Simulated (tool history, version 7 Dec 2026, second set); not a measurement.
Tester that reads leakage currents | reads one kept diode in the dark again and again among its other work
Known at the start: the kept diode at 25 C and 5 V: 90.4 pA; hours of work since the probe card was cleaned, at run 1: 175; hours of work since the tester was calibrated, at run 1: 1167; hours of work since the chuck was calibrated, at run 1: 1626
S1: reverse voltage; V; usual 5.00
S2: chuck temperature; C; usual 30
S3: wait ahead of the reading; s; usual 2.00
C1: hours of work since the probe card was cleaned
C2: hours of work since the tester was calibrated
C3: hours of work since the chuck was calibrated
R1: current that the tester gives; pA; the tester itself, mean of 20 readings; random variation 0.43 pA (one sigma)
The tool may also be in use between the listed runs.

Run 1, hour 0.0: usual settings; C1 175; C2 1167; C3 1626. Result: R1 141.64 pA.
Run 2, hour 40.0: usual settings; C1 196; C2 1189; C3 1648. Result: R1 141.94 pA.
Run 3, hour 77.9: usual settings; C1 216; C2 1209; C3 1668. Result: R1 141.60 pA.
Run 4, hour 106.0: usual settings; C1 231; C2 1224; C3 1683. Result: R1 142.49 pA.
Run 5, hour 145.6: usual settings but S2 34 C; C1 252; C2 1245; C3 1704. Result: R1 200.60 pA.
Run 6, hour 169.2: usual settings; C1 265; C2 1257; C3 1716. Result: R1 141.98 pA.
Run 7, hour 199.5: usual settings but S1 13.36 V; C1 281; C2 1274; C3 1732. Result: R1 193.55 pA.
Run 8, hour 227.4: usual settings but S2 24 C, S3 5.90 s; C1 296; C2 1288; C3 1747. Result: R1 82.69 pA.
Run 9, hour 269.0: usual settings but S2 24 C, S3 5.90 s; C1 318; C2 1311; C3 1769. Result: R1 82.86 pA.
Run 10, hour 288.1: usual settings but S2 24 C, S3 5.90 s; C1 328; C2 1321; C3 1779. Result: R1 82.62 pA.
Run 11, hour 315.3: usual settings but S1 16.22 V, S2 23 C, S3 9.33 s; C1 343; C2 1335; C3 1794. Result: R1 108.11 pA.
Run 12, hour 355.2: usual settings but S1 16.22 V, S2 23 C, S3 9.33 s; C1 364; C2 1356; C3 1815. Result: R1 108.51 pA.

Forecast each of these 5 alternatives for the next run:
Run A, hour 376.8: usual settings but S1 9.87 V, S2 23 C, S3 0.56 s; C1 375; C2 1368; C3 1827. Result: R1 ?.
Run B, hour 376.8: usual settings but S1 14.01 V, S2 22 C, S3 0.64 s; C1 375; C2 1368; C3 1827. Result: R1 ?.
Run C, hour 376.8: usual settings but S1 5.77 V, S2 45 C, S3 9.33 s; C1 375; C2 1368; C3 1827. Result: R1 ?.
Run D, hour 376.8: usual settings but S1 4.05 V, S2 55 C, S3 0.63 s; C1 375; C2 1368; C3 1827. Result: R1 ?.
Run E, hour 376.8: usual settings but S2 56 C, S3 7.69 s; C1 375; C2 1368; C3 1827. Result: R1 ?.

run       R1
  A    98.70
  B   101.63
  C   515.28
  D  1011.66
  E  1157.14
Without the tool's hidden state the same runs would have given:
run       R1
  A    98.85
  B   101.77
  C   516.05
  D  1013.09
  E  1158.78
